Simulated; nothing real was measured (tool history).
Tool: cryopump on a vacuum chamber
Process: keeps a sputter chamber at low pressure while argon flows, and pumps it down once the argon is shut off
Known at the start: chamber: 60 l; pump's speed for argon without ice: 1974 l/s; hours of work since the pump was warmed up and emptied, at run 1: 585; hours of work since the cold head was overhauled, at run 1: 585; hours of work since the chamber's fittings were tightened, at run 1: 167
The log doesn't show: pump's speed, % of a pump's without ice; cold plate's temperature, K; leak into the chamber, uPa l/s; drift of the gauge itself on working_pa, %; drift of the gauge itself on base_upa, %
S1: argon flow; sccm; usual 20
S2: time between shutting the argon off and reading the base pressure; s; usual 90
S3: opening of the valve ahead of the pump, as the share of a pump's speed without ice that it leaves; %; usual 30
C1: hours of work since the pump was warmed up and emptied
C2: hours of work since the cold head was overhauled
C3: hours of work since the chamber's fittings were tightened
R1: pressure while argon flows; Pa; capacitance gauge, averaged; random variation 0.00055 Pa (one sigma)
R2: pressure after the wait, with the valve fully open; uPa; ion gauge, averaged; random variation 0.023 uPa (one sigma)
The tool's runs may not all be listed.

{"run": 1, "day": 0.0, "S1": 20, "S2": 90, "S3": 30, "C1": 585, "C2": 585, "C3": 167, "R1": 0.0586, "R2": 0.9}
{"run": 2, "day": 2.558, "S1": 30, "S2": 90, "S3": 30, "C1": 627, "C2": 627, "C3": 209, "R1": 0.0892, "R2": 0.89}
{"run": 3, "day": 6.725, "S1": 39, "S2": 90, "S3": 30, "C1": 696, "C2": 696, "C3": 278, "R1": 0.1169, "R2": 0.88}
{"run": 4, "day": 9.275, "S1": 39, "S2": 90, "S3": 30, "C1": 738, "C2": 738, "C3": 320, "R1": 0.1184, "R2": 0.98}
{"run": 5, "day": 12.842, "S1": 39, "S2": 90, "S3": 30, "C1": 797, "C2": 797, "C3": 379, "R1": 0.1181, "R2": 0.95}
{"run": 6, "day": 16.808, "S1": 39, "S2": 90, "S3": 30, "C1": 863, "C2": 863, "C3": 445, "R1": 0.1188, "R2": 1.04}
{"run": 7, "day": 20.208, "S1": 28, "S2": 242, "S3": 18, "C1": 919, "C2": 919, "C3": 501, "R1": 0.1385, "R2": 0.57}
{"run": 8, "day": 23.692, "S1": 18, "S2": 242, "S3": 56, "C1": 977, "C2": 977, "C3": 559, "R1": 0.0321, "R2": 0.58}
{"run": 9, "day": 25.946, "S1": 20, "S2": 29, "S3": 30, "C1": 1014, "C2": 1014, "C3": 596, "R1": 0.0623, "R2": 2.43}
{"day": 29.608, "done": "pump warmed up, emptied and cooled again"}
{"run": 10, "day": 30.7, "S1": 20, "S2": 29, "S3": 30, "C1": 18, "C2": 1090, "C3": 672, "R1": 0.057, "R2": 2.34}
{"run": 11, "day": 32.662, "S1": 14, "S2": 38, "S3": 55, "C1": 51, "C2": 1122, "C3": 704, "R1": 0.0219, "R2": 1.88}

The same runs without the tool's hidden state, with the same run-to-run variation:
run=1 R1=0.0561 R2=0.83
run=2 R1=0.0851 R2=0.81
run=3 R1=0.1108 R2=0.78
run=4 R1=0.1118 R2=0.87
run=5 R1=0.1109 R2=0.83
run=6 R1=0.1109 R2=0.89
run=7 R1=0.1323 R2=0.4
run=8 R1=0.0277 R2=0.39
run=9 R1=0.0572 R2=2.23
run=10 R1=0.0567 R2=2.2
run=11 R1=0.0215 R2=1.73
